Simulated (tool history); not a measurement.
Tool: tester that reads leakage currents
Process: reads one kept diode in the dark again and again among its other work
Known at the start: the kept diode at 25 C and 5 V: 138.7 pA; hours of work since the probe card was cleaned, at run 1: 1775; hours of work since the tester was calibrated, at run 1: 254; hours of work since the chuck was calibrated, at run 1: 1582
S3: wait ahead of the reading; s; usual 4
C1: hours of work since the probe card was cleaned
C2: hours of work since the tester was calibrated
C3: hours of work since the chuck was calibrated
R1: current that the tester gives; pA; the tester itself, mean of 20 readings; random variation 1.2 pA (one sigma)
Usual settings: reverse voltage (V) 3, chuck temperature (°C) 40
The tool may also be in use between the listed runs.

{"run": 1, "hour": 0.0, "reverse voltage (V)": 3, "chuck temperature (°C)": 40, "S3": 4, "C1": 1775, "C2": 254, "C3": 1582, "R1": 430.57}
{"run": 2, "hour": 132.8, "reverse voltage (V)": 3, "chuck temperature (°C)": 40, "S3": 4, "C1": 1850, "C2": 330, "C3": 1658, "R1": 433.47}
{"run": 3, "hour": 230.3, "reverse voltage (V)": 3, "chuck temperature (°C)": 40, "S3": 4, "C1": 1906, "C2": 386, "C3": 1713, "R1": 435.27}
{"run": 4, "hour": 362.8, "reverse voltage (V)": 3, "chuck temperature (°C)": 40, "S3": 4, "C1": 1981, "C2": 461, "C3": 1789, "R1": 441.45}
{"run": 5, "hour": 480.1, "reverse voltage (V)": 3, "chuck temperature (°C)": 40, "S3": 4, "C1": 2048, "C2": 528, "C3": 1856, "R1": 439.95}
{"hour": 557.8, "done": "probe card cleaned and baked"}
{"run": 6, "hour": 557.8, "reverse voltage (V)": 3, "chuck temperature (°C)": 40, "S3": 0.65, "C1": 0, "C2": 570, "C3": 1898, "R1": 437.15}
{"run": 7, "hour": 671.6, "reverse voltage (V)": 3, "chuck temperature (°C)": 40, "S3": 4.95, "C1": 65, "C2": 635, "C3": 1963, "R1": 437.68}
{"run": 8, "hour": 776.1, "reverse voltage (V)": 3, "chuck temperature (°C)": 40, "S3": 4.95, "C1": 124, "C2": 694, "C3": 2022, "R1": 438.64}
{"run": 9, "hour": 843.0, "reverse voltage (V)": 3, "chuck temperature (°C)": 40, "S3": 4.95, "C1": 162, "C2": 733, "C3": 2060, "R1": 440.1}
{"run": 10, "hour": 903.0, "reverse voltage (V)": 3, "chuck temperature (°C)": 40, "S3": 0.34, "C1": 196, "C2": 767, "C3": 2095, "R1": 444.35}
{"run": 11, "hour": 1024.6, "reverse voltage (V)": 13.96, "chuck temperature (°C)": 40, "S3": 4, "C1": 266, "C2": 836, "C3": 2164, "R1": 786.07}
{"hour": 1070.4, "done": "chuck's temperature calibrated"}
{"run": 12, "hour": 1115.9, "reverse voltage (V)": 13.96, "chuck temperature (°C)": 45, "S3": 4, "C1": 316, "C2": 887, "C3": 26, "R1": 998.18}
{"run": 13, "hour": 1242.0, "reverse voltage (V)": 13.96, "chuck temperature (°C)": 45, "S3": 4, "C1": 388, "C2": 958, "C3": 98, "R1": 1008.63}
{"run": 14, "hour": 1323.0, "reverse voltage (V)": 13.96, "chuck temperature (°C)": 45, "S3": 4, "C1": 434, "C2": 1005, "C3": 144, "R1": 1014.01}
{"run": 15, "hour": 1436.2, "reverse voltage (V)": 13.96, "chuck temperature (°C)": 45, "S3": 4, "C1": 499, "C2": 1069, "C3": 208, "R1": 1015.09}
{"run": 16, "hour": 1525.8, "reverse voltage (V)": 3, "chuck temperature (°C)": 40, "S3": 0.83, "C1": 550, "C2": 1120, "C3": 259, "R1": 398.02}
{"run": 17, "hour": 1590.2, "reverse voltage (V)": 3, "chuck temperature (°C)": 40, "S3": 0.83, "C1": 586, "C2": 1157, "C3": 296, "R1": 399.33}
{"run": 18, "hour": 1700.9, "reverse voltage (V)": 3, "chuck temperature (°C)": 33, "S3": 0.83, "C1": 649, "C2": 1220, "C3": 359, "R1": 232.82}
{"run": 19, "hour": 1822.4, "reverse voltage (V)": 3, "chuck temperature (°C)": 40, "S3": 4, "C1": 719, "C2": 1289, "C3": 428, "R1": 401.72}
{"run": 20, "hour": 1911.0, "reverse voltage (V)": 3, "chuck temperature (°C)": 34, "S3": 4, "C1": 769, "C2": 1339, "C3": 478, "R1": 253.66}
{"run": 21, "hour": 1968.7, "reverse voltage (V)": 15.41, "chuck temperature (°C)": 57, "S3": 4, "C1": 802, "C2": 1372, "C3": 511, "R1": 2519.81}
{"run": 22, "hour": 2106.4, "reverse voltage (V)": 1.06, "chuck temperature (°C)": 29, "S3": 0.56, "C1": 880, "C2": 1450, "C3": 590, "R1": 117.74}
{"run": 23, "hour": 2171.4, "reverse voltage (V)": 1.06, "chuck temperature (°C)": 30, "S3": 0.56, "C1": 917, "C2": 1487, "C3": 627, "R1": 128.07}
{"run": 24, "hour": 2311.3, "reverse voltage (V)": 1.06, "chuck temperature (°C)": 30, "S3": 0.56, "C1": 997, "C2": 1567, "C3": 706, "R1": 128.53}
{"run": 25, "hour": 2435.0, "reverse voltage (V)": 9.92, "chuck temperature (°C)": 58, "S3": 0.32, "C1": 1067, "C2": 1637, "C3": 777, "R1": 2352.07}
{"run": 26, "hour": 2555.1, "reverse voltage (V)": 3, "chuck temperature (°C)": 40, "S3": 4.64, "C1": 1136, "C2": 1706, "C3": 845, "R1": 415.07}
{"run": 27, "hour": 2674.1, "reverse voltage (V)": 3, "chuck temperature (°C)": 40, "S3": 4.64, "C1": 1203, "C2": 1773, "C3": 913, "R1": 415.32}
{"run": 28, "hour": 2762.7, "reverse voltage (V)": 2.56, "chuck temperature (°C)": 33, "S3": 0.97, "C1": 1254, "C2": 1824, "C3": 963, "R1": 231.99}
{"run": 29, "hour": 2848.6, "reverse voltage (V)": 1.38, "chuck temperature (°C)": 40, "S3": 7.12, "C1": 1303, "C2": 1873, "C3": 1012, "R1": 314.15}
{"run": 30, "hour": 2967.9, "reverse voltage (V)": 1.38, "chuck temperature (°C)": 40, "S3": 7.12, "C1": 1370, "C2": 1941, "C3": 1080, "R1": 316.24}
{"run": 31, "hour": 3067.3, "reverse voltage (V)": 1.44, "chuck temperature (°C)": 59, "S3": 0.3, "C1": 1427, "C2": 1997, "C3": 1136, "R1": 1254.59}
{"run": 32, "hour": 3204.2, "reverse voltage (V)": 11.86, "chuck temperature (°C)": 59, "S3": 6.38, "C1": 1505, "C2": 2075, "C3": 1214, "R1": 2735.17}
{"run": 33, "hour": 3324.8, "reverse voltage (V)": 1.27, "chuck temperature (°C)": 40, "S3": 1.24, "C1": 1574, "C2": 2144, "C3": 1283, "R1": 310.54}
{"run": 34, "hour": 3427.7, "reverse voltage (V)": 1.27, "chuck temperature (°C)": 40, "S3": 1.24, "C1": 1632, "C2": 2202, "C3": 1342, "R1": 313}
{"run": 35, "hour": 3541.9, "reverse voltage (V)": 4.54, "chuck temperature (°C)": 26, "S3": 0.32, "C1": 1697, "C2": 2267, "C3": 1407, "R1": 177.9}
{"run": 36, "hour": 3634.4, "reverse voltage (V)": 4.54, "chuck temperature (°C)": 26, "S3": 0.32, "C1": 1750, "C2": 2320, "C3": 1459, "R1": 178.33}
{"run": 37, "hour": 3756.1, "reverse voltage (V)": 4.54, "chuck temperature (°C)": 36, "S3": 0.74, "C1": 1819, "C2": 2389, "C3": 1529, "R1": 379.9}
{"run": 38, "hour": 3873.0, "reverse voltage (V)": 4.54, "chuck temperature (°C)": 36, "S3": 0.74, "C1": 1886, "C2": 2456, "C3": 1595, "R1": 382.14}
{"run": 39, "hour": 3939.3, "reverse voltage (V)": 4.54, "chuck temperature (°C)": 23, "S3": 4.37, "C1": 1923, "C2": 2494, "C3": 1633, "R1": 139.56}
{"run": 40, "hour": 4039.9, "reverse voltage (V)": 1.29, "chuck temperature (°C)": 45, "S3": 4.14, "C1": 1981, "C2": 2551, "C3": 1690, "R1": 469.04}

3 ways to go on from here, each from the tool as it stands after run 40. What would each give?
{"run": "A", "hour": 4108.6, "reverse voltage (V)": 7.4, "chuck temperature (°C)": 45, "S3": 4.14, "C1": 2020, "C2": 2590, "C3": 1729, "R1": "?"}
{"run": "B", "hour": 4108.6, "reverse voltage (V)": 11.8, "chuck temperature (°C)": 40, "S3": 8.3, "C1": 2020, "C2": 2590, "C3": 1729, "R1": "?"}
{"run": "C", "hour": 4108.6, "reverse voltage (V)": 11.55, "chuck temperature (°C)": 40, "S3": 4, "C1": 2020, "C2": 2590, "C3": 1729, "R1": "?"}

run=A R1=898.91
run=B R1=749.03
run=C R1=743.96
Without the tool's hidden state the same runs would have given:
run=A R1=779.48
run=B R1=635.91
run=C R1=631.99
